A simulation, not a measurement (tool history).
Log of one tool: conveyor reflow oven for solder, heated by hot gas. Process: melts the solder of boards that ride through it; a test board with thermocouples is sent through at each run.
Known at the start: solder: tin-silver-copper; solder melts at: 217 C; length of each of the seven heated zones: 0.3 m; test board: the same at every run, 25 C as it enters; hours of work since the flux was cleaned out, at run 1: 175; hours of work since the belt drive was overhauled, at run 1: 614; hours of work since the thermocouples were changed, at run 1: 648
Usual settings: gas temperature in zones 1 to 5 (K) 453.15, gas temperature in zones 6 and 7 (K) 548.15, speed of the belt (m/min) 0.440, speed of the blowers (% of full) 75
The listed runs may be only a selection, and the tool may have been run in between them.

run,hour,gas temperature in zones 1 to 5 (K),gas temperature in zones 6 and 7 (K),speed of the belt (m/min),speed of the blowers (% of full),hours of work since the flux was cleaned out,hours of work since the belt drive was overhauled,hours of work since the thermocouples were changed,highest temperature of the board (K),time above the solder's melting point (s)
1,0.0,453.15,548.15,0.440,75,175,614,648,528.55,63.7
2,19.8,453.15,548.15,0.440,75,186,625,659,527.95,64.5
3,43.8,453.15,548.15,0.440,75,199,638,672,528.35,64.1
4,63.4,453.15,548.15,0.440,75,210,649,682,526.75,64.3
5,98.3,453.15,548.15,0.440,75,229,668,702,527.85,63.2
6,129.2,453.15,548.15,0.440,75,246,685,719,527.65,63.8
7,162.6,453.15,548.15,0.440,75,264,703,737,527.35,64.0
# hour 188.3: thermocouples of zones 6 and 7 changed
8,204.4,453.15,548.15,0.440,75,286,725,9,527.35,63.2
9,235.0,453.15,539.15,0.440,75,303,742,26,520.75,57.8
# hour 252.4: flux residue cleaned out of gas plates and filters
10,280.9,453.15,562.15,0.440,75,16,764,48,539.75,71.4
11,317.5,453.15,562.15,0.440,75,36,784,68,539.45,72.2
12,356.2,453.15,562.15,0.350,75,57,806,89,547.95,95.2
13,395.5,453.15,562.15,0.350,75,79,827,111,548.05,95.6
14,433.4,453.15,562.15,0.502,75,99,848,132,534.05,59.2
15,456.5,453.15,553.15,0.440,75,112,861,144,531.25,67.8
16,484.2,453.15,545.15,0.440,57,127,876,160,518.35,53.5
17,530.0,453.15,542.15,0.440,59,152,901,185,516.75,52.7
18,552.4,453.15,548.15,0.464,58,165,913,197,518.35,50.5
19,582.1,468.15,548.15,0.374,58,181,930,213,530.15,85.5
20,611.8,468.15,545.15,0.467,67,197,946,230,524.05,62.9
21,631.4,451.15,545.15,0.467,67,208,957,240,519.95,51.6
22,675.0,451.15,545.15,0.467,67,232,981,264,519.55,52.0
23,708.2,451.15,545.15,0.481,60,250,999,282,515.05,44.6
24,728.6,453.15,551.15,0.518,75,261,1010,294,523.65,50.5
25,773.4,453.15,551.15,0.518,75,286,1035,318,523.55,50.3
# hour 822.6: flux residue cleaned out of gas plates and filters
26,823.2,453.15,563.15,0.438,70,0,1059,343,539.05,71.4

Run 27 comes next. What will it give?
27,861.6,441.15,553.15,0.440,75,21,1080,364,?,?

highest temperature of the board (K): 529.25
time above the solder's melting point (s): 61.3
Were there no unlogged condition in the tool, this run, its random variation unchanged, would have produced highest temperature of the board (K) 529.15, time above the solder's melting point (s) 61.1.

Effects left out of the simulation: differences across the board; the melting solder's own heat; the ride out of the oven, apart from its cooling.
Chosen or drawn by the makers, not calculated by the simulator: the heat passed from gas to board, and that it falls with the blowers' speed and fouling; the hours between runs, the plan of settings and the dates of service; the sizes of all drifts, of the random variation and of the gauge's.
